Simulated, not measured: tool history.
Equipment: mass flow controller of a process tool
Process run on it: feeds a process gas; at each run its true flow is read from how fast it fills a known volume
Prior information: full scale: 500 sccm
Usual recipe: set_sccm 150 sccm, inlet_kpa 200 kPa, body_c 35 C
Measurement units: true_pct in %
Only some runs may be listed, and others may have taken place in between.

run 1 hour=0 | set_sccm=150 inlet_kpa=200 body_c=35 | true_pct=103.32
run 2 hour=182.9 | set_sccm=150 inlet_kpa=200 body_c=35 | true_pct=103.34
run 3 hour=557.3 | set_sccm=150 inlet_kpa=200 body_c=35 | true_pct=103.38
run 4 hour=773.6 | set_sccm=135 inlet_kpa=200 body_c=35 | true_pct=103.48
run 5 hour=1116.9 | set_sccm=135 inlet_kpa=200 body_c=35 | true_pct=103.7
run 6 hour=1461.3 | set_sccm=135 inlet_kpa=200 body_c=35 | true_pct=103.84
-- hour=1670 controller's zero set anew
run 7 hour=1706.8 | set_sccm=135 inlet_kpa=200 body_c=35 | true_pct=104.31
run 8 hour=1918.7 | set_sccm=135 inlet_kpa=200 body_c=35 | true_pct=104.4
run 9 hour=2165.5 | set_sccm=150 inlet_kpa=200 body_c=35 | true_pct=104.36
run 10 hour=2472.2 | set_sccm=150 inlet_kpa=208 body_c=35 | true_pct=104.43
-- hour=2614.1 controller's zero set anew, once more
run 11 hour=2687.1 | set_sccm=150 inlet_kpa=208 body_c=35 | true_pct=102.69
run 12 hour=2998.5 | set_sccm=150 inlet_kpa=208 body_c=35 | true_pct=102.73
run 13 hour=3228 | set_sccm=88 inlet_kpa=200 body_c=35 | true_pct=102.8
run 14 hour=3504.3 | set_sccm=150 inlet_kpa=193 body_c=35 | true_pct=103.05
run 15 hour=3859.1 | set_sccm=150 inlet_kpa=193 body_c=35 | true_pct=103.11
run 16 hour=4076.8 | set_sccm=150 inlet_kpa=200 body_c=35 | true_pct=103.17
run 17 hour=4298.8 | set_sccm=150 inlet_kpa=200 body_c=22 | true_pct=102.3
run 18 hour=4646.5 | set_sccm=150 inlet_kpa=200 body_c=22 | true_pct=102.44
run 19 hour=4809.1 | set_sccm=109 inlet_kpa=200 body_c=22 | true_pct=102.39
run 20 hour=5174.8 | set_sccm=160 inlet_kpa=164 body_c=29 | true_pct=103.42
-- hour=5225.3 controller exchanged for a calibrated one
run 21 hour=5550 | set_sccm=150 inlet_kpa=234 body_c=27 | true_pct=99.02
run 22 hour=5915.9 | set_sccm=150 inlet_kpa=234 body_c=27 | true_pct=99.19
run 23 hour=6074.2 | set_sccm=150 inlet_kpa=234 body_c=27 | true_pct=99.24
run 24 hour=6297.7 | set_sccm=150 inlet_kpa=234 body_c=27 | true_pct=99.28
run 25 hour=6562.8 | set_sccm=57 inlet_kpa=201 body_c=35 | true_pct=100.18
run 26 hour=6727.3 | set_sccm=356 inlet_kpa=205 body_c=35 | true_pct=100.94
run 27 hour=7015.6 | set_sccm=150 inlet_kpa=200 body_c=27 | true_pct=99.67

Run 28 is up next; what results do you expect?
run 28 hour=7213.6 | set_sccm=87 inlet_kpa=203 body_c=27 | true_pct=?

true_pct: 99.8 %
Take away the tool's hidden state, keep the run-to-run variation as it was, and the same run would have given true_pct 98.39 %.

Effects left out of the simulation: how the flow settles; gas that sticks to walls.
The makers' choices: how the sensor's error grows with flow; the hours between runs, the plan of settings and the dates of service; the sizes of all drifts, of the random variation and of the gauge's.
